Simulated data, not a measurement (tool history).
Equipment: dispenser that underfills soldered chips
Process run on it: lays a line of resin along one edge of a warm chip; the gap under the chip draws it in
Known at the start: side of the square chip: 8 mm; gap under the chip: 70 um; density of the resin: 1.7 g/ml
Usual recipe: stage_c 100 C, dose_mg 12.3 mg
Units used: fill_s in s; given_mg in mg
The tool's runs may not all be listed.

Run 1, hour 0: usual settings. Result: fill_s 30.5 s, given_mg 11.45 mg.
Run 2, hour 5.2: usual settings but dose_mg 11.9 mg. Result: fill_s 33.8 s, given_mg 11.04 mg.
Run 3, hour 11.3: usual settings but dose_mg 11.9 mg. Result: fill_s 40.8 s, given_mg 10.9 mg.
At hour 14.8: new syringe of resin.
Run 4, hour 16.2: usual settings but dose_mg 11.9 mg. Result: fill_s 27.4 s, given_mg 10.93 mg.
Run 5, hour 22.6: usual settings but dose_mg 11.9 mg. Result: fill_s 32.7 s, given_mg 11.04 mg.
Run 6, hour 27.7: usual settings but dose_mg 10.5 mg. Result: fill_s 38 s, given_mg 9.64 mg.
Run 7, hour 30.6: usual settings but dose_mg 10.5 mg. Result: fill_s 41.2 s, given_mg 9.48 mg.
At hour 32.9: new syringe of resin.
At hour 35.6: dispensing valve cleaned and set on the balance.
Run 8, hour 37: usual settings but dose_mg 10.5 mg. Result: fill_s 29.4 s, given_mg 10.47 mg.
Run 9, hour 42.3: usual settings. Result: fill_s 33.7 s, given_mg 12.23 mg.
Run 10, hour 47.8: usual settings. Result: fill_s 39.4 s, given_mg 12.25 mg.
At hour 52.2: new syringe of resin.
Run 11, hour 52.2: usual settings but stage_c 85 C, dose_mg 10.7 mg. Result: fill_s 53.6 s, given_mg 10.61 mg.
Run 12, hour 54.9: usual settings but stage_c 110 C, dose_mg 15.8 mg. Result: fill_s 17.2 s, given_mg 15.62 mg.
Run 13, hour 58.5: usual settings but stage_c 110 C, dose_mg 15.8 mg. Result: fill_s 19.5 s, given_mg 15.55 mg.
Run 14, hour 62.7: usual settings but stage_c 98 C, dose_mg 15.8 mg. Result: fill_s 37.1 s, given_mg 15.63 mg.
Run 15, hour 65.9: usual settings but stage_c 98 C, dose_mg 15.8 mg. Result: fill_s 40.4 s, given_mg 15.52 mg.
At hour 70.6: new syringe of resin.
Run 16, hour 72.6: usual settings but stage_c 94 C, dose_mg 15.8 mg. Result: fill_s 34.9 s, given_mg 15.43 mg.
Run 17, hour 76.8: usual settings but stage_c 110 C, dose_mg 11.7 mg. Result: fill_s 19.7 s, given_mg 11.52 mg.
Run 18, hour 81.7: usual settings but stage_c 90 C, dose_mg 14.3 mg. Result: fill_s 55.4 s, given_mg 13.87 mg.

3 ways to go on from here, each from the tool as it stands after run 18. What would each give?
Run A, hour 87.8: usual settings but stage_c 92 C, dose_mg 13.5 mg. Result: fill_s ?, given_mg ?.
Run B, hour 87.8: usual settings but stage_c 87 C, dose_mg 15.2 mg. Result: fill_s ?, given_mg ?.
Run C, hour 87.8: usual settings but stage_c 96 C, dose_mg 10.5 mg. Result: fill_s ?, given_mg ?.

run  fill_s  given_mg
  A    59.4      13.1
  B    75.2     14.86
  C    51.8     10.29
Had the tool no hidden state, the same runs would have come out as:
run  fill_s  given_mg
  A      39     13.47
  B    49.7     15.27
  C      34     10.57
